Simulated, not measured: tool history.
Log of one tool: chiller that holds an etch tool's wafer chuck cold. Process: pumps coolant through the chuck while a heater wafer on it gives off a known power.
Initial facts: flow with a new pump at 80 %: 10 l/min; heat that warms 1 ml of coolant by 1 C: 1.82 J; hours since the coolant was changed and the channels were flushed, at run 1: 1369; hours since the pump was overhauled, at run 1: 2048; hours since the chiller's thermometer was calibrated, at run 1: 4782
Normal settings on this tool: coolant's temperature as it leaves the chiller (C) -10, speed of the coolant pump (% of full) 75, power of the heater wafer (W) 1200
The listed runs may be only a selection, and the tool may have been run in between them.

| run | hour | coolant's temperature as it leaves the chiller (C) | speed of the coolant pump (% of full) | power of the heater wafer (W) | hours since the coolant was changed and the channels were flushed | hours since the pump was overhauled | hours since the chiller's thermometer was calibrated | chuck's temperature once it has settled (C) | how much warmer the coolant comes back (C) |
|---|---|---|---|---|---|---|---|---|---|
| 1 | 0 | -10 | 75 | 1200 | 1369 | 2048 | 4782 | -1 | 4.26 |
| 2 | 28 | -10 | 75 | 1200 | 1397 | 2076 | 4810 | -1 | 4.29 |
| 3 | 57.8 | -10 | 75 | 1200 | 1427 | 2106 | 4839 | -1 | 4.27 |
| 4 | 93.6 | -10 | 75 | 1200 | 1462 | 2142 | 4875 | -1 | 4.29 |
| 5 | 136.4 | -10 | 75 | 1200 | 1505 | 2185 | 4918 | -0.7 | 4.31 |
| 6 | 164.9 | -10 | 75 | 1200 | 1534 | 2213 | 4946 | -0.9 | 4.28 |
| 7 | 227.3 | -10 | 75 | 1200 | 1596 | 2276 | 5009 | -0.8 | 4.29 |
| 8 | 290.1 | -10 | 75 | 1200 | 1659 | 2338 | 5072 | -1 | 4.33 |
| 9 | 325.8 | -10 | 75 | 1200 | 1695 | 2374 | 5107 | -0.8 | 4.3 |
| 10 | 376.3 | -10 | 75 | 1200 | 1745 | 2425 | 5158 | -0.9 | 4.26 |
| 11 | 430.9 | -16 | 75 | 1200 | 1800 | 2479 | 5213 | -6.9 | 4.3 |
| 12 | 457.2 | -14 | 75 | 1200 | 1826 | 2506 | 5239 | -4.9 | 4.25 |
| 13 | 508.9 | -14 | 75 | 1200 | 1878 | 2557 | 5291 | -4.8 | 4.26 |
| 14 | 556.3 | -14 | 75 | 1200 | 1925 | 2605 | 5338 | -4.8 | 4.33 |
| 15 | 591.8 | -10 | 75 | 1200 | 1961 | 2640 | 5373 | -0.8 | 4.33 |
| 16 | 643.8 | -10 | 75 | 1200 | 2013 | 2692 | 5425 | -1 | 4.29 |
|  | 648.6 | chiller's thermometer calibrated |
| 17 | 671.2 | -10 | 75 | 728 | 2039 | 2719 | 23 | -4.3 | 2.57 |
| 18 | 697.6 | -11 | 66 | 1681 | 2066 | 2745 | 49 | 2.8 | 6.86 |
| 19 | 727 | -15 | 67 | 1200 | 2095 | 2774 | 78 | -5.2 | 4.85 |
| 20 | 770.2 | -15 | 98 | 806 | 2138 | 2818 | 122 | -9.6 | 2.22 |
| 21 | 813.2 | -10 | 80 | 874 | 2181 | 2861 | 165 | -3.5 | 2.93 |
|  | 827.4 | chiller's thermometer calibrated, once more |
| 22 | 873.8 | -16 | 80 | 745 | 2241 | 2920 | 46 | -10.5 | 2.54 |
| 23 | 918.4 | -10 | 92 | 629 | 2285 | 2965 | 91 | -5.9 | 1.83 |
| 24 | 971.9 | -15 | 91 | 1442 | 2339 | 3018 | 144 | -5.3 | 4.35 |
| 25 | 1010 | -14 | 75 | 1360 | 2377 | 3056 | 183 | -3.7 | 4.88 |
| 26 | 1067.3 | -3 | 63 | 1330 | 2434 | 3114 | 240 | 8.2 | 5.69 |
| 27 | 1115 | -3 | 63 | 1330 | 2482 | 3161 | 288 | 8.2 | 5.62 |
| 28 | 1145.6 | -9 | 75 | 969 | 2513 | 3192 | 318 | -1.5 | 3.48 |
| 29 | 1195.6 | -17 | 97 | 969 | 2562 | 3242 | 368 | -10.6 | 2.64 |
| 30 | 1254.1 | -11 | 97 | 665 | 2621 | 3300 | 427 | -6.8 | 1.91 |
| 31 | 1316.8 | -11 | 97 | 665 | 2684 | 3363 | 489 | -6.7 | 1.87 |

Pick out some run-to-run changes in chuck's temperature once it has settled (C). Of each, how much would a tool without hidden state show as well, from the settings, what came in and chance, and how much is left for the hidden state and any gauge scatter not in both results compared?
Unlogged tool condition in this case: heat passed by the chuck's channels, % of clean ones'; flow at a given pump speed, % of a new pump's; coolant's true temperature over the reading, C; drift of the gauge itself on chuck_c, C; drift of the gauge itself on warmer_back_c, C.
Run 17 -> 18: coolant's temperature as it leaves the chiller (C) -10 -> -11, speed of the coolant pump (% of full) 75 -> 66, power of the heater wafer (W) 728 -> 1681. chuck's temperature once it has settled (C) +7.1: hidden state +0.4, all else +6.7.
Run 21 -> 22: coolant's temperature as it leaves the chiller (C) -10 -> -16, power of the heater wafer (W) 874 -> 745, chiller's thermometer calibrated, once more. chuck's temperature once it has settled (C) -7: hidden state -0.3, all else -6.7.
Run 23 -> 24: coolant's temperature as it leaves the chiller (C) -10 -> -15, speed of the coolant pump (% of full) 92 -> 91, power of the heater wafer (W) 629 -> 1442. chuck's temperature once it has settled (C) +0.6: hidden state +0.4, all else +0.2.
Run 25 -> 26: coolant's temperature as it leaves the chiller (C) -14 -> -3, speed of the coolant pump (% of full) 75 -> 63, power of the heater wafer (W) 1360 -> 1330. chuck's temperature once it has settled (C) +11.9: hidden state +0.1, all else +11.8.
Run 27 -> 28: coolant's temperature as it leaves the chiller (C) -3 -> -9, speed of the coolant pump (% of full) 63 -> 75, power of the heater wafer (W) 1330 -> 969. chuck's temperature once it has settled (C) -9.7: hidden state -0.2, all else -9.5.
Run 28 -> 29: coolant's temperature as it leaves the chiller (C) -9 -> -17, speed of the coolant pump (% of full) 75 -> 97. chuck's temperature once it has settled (C) -9.1: hidden state -0.1, all else -9.
